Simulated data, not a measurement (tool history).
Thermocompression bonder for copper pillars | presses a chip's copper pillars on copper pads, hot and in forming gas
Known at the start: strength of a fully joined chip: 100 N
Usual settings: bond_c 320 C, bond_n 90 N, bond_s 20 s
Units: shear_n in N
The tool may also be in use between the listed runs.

{"run": 1, "hour": 0.0, "bond_c": 320, "bond_n": 90, "bond_s": 20, "shear_n": 57.2}
{"run": 2, "hour": 8.8, "bond_c": 320, "bond_n": 90, "bond_s": 24, "shear_n": 60.6}
{"run": 3, "hour": 20.8, "bond_c": 320, "bond_n": 90, "bond_s": 20, "shear_n": 57.4}
{"run": 4, "hour": 30.5, "bond_c": 320, "bond_n": 90, "bond_s": 20, "shear_n": 57.5}
{"run": 5, "hour": 42.4, "bond_c": 320, "bond_n": 90, "bond_s": 20, "shear_n": 56.3}
{"run": 6, "hour": 57.9, "bond_c": 320, "bond_n": 90, "bond_s": 20, "shear_n": 55.4}
{"run": 7, "hour": 68.6, "bond_c": 320, "bond_n": 90, "bond_s": 20, "shear_n": 55.5}
{"run": 8, "hour": 83.0, "bond_c": 320, "bond_n": 90, "bond_s": 20, "shear_n": 55.2}
{"run": 9, "hour": 96.9, "bond_c": 320, "bond_n": 90, "bond_s": 20, "shear_n": 54.8}
{"run": 10, "hour": 106.7, "bond_c": 320, "bond_n": 90, "bond_s": 20, "shear_n": 54.3}
{"run": 11, "hour": 118.4, "bond_c": 337, "bond_n": 80, "bond_s": 20, "shear_n": 58.3}
{"run": 12, "hour": 131.9, "bond_c": 323, "bond_n": 127, "bond_s": 12, "shear_n": 54.7}
{"hour": 149.8, "done": "forming gas filter changed"}
{"run": 13, "hour": 150.2, "bond_c": 349, "bond_n": 90, "bond_s": 20, "shear_n": 73.6}
{"run": 14, "hour": 167.6, "bond_c": 320, "bond_n": 113, "bond_s": 20, "shear_n": 66.2}
{"run": 15, "hour": 176.8, "bond_c": 320, "bond_n": 56, "bond_s": 19, "shear_n": 45.9}
{"run": 16, "hour": 184.9, "bond_c": 320, "bond_n": 67, "bond_s": 20, "shear_n": 50.1}
{"run": 17, "hour": 199.0, "bond_c": 320, "bond_n": 90, "bond_s": 10, "shear_n": 46.8}
{"run": 18, "hour": 215.3, "bond_c": 294, "bond_n": 90, "bond_s": 10, "shear_n": 35.5}
{"run": 19, "hour": 231.9, "bond_c": 294, "bond_n": 90, "bond_s": 10, "shear_n": 35}
{"run": 20, "hour": 245.3, "bond_c": 294, "bond_n": 90, "bond_s": 10, "shear_n": 34.4}

5 ways to go on from here, each from the tool as it stands after run 20. What would each give?
{"run": "A", "hour": 263.2, "bond_c": 305, "bond_n": 90, "bond_s": 20, "shear_n": "?"}
{"run": "B", "hour": 263.2, "bond_c": 294, "bond_n": 102, "bond_s": 45, "shear_n": "?"}
{"run": "C", "hour": 263.2, "bond_c": 320, "bond_n": 93, "bond_s": 30, "shear_n": "?"}
{"run": "D", "hour": 263.2, "bond_c": 345, "bond_n": 106, "bond_s": 20, "shear_n": "?"}
{"run": "E", "hour": 263.2, "bond_c": 320, "bond_n": 78, "bond_s": 47, "shear_n": "?"}

run=A shear_n=48.6
run=B shear_n=60.4
run=C shear_n=63.7
run=D shear_n=70.6
run=E shear_n=65.5
Without the tool's hidden state the same runs would have given:
run=A shear_n=51.1
run=B shear_n=63.7
run=C shear_n=67.1
run=D shear_n=74.6
run=E shear_n=69.1
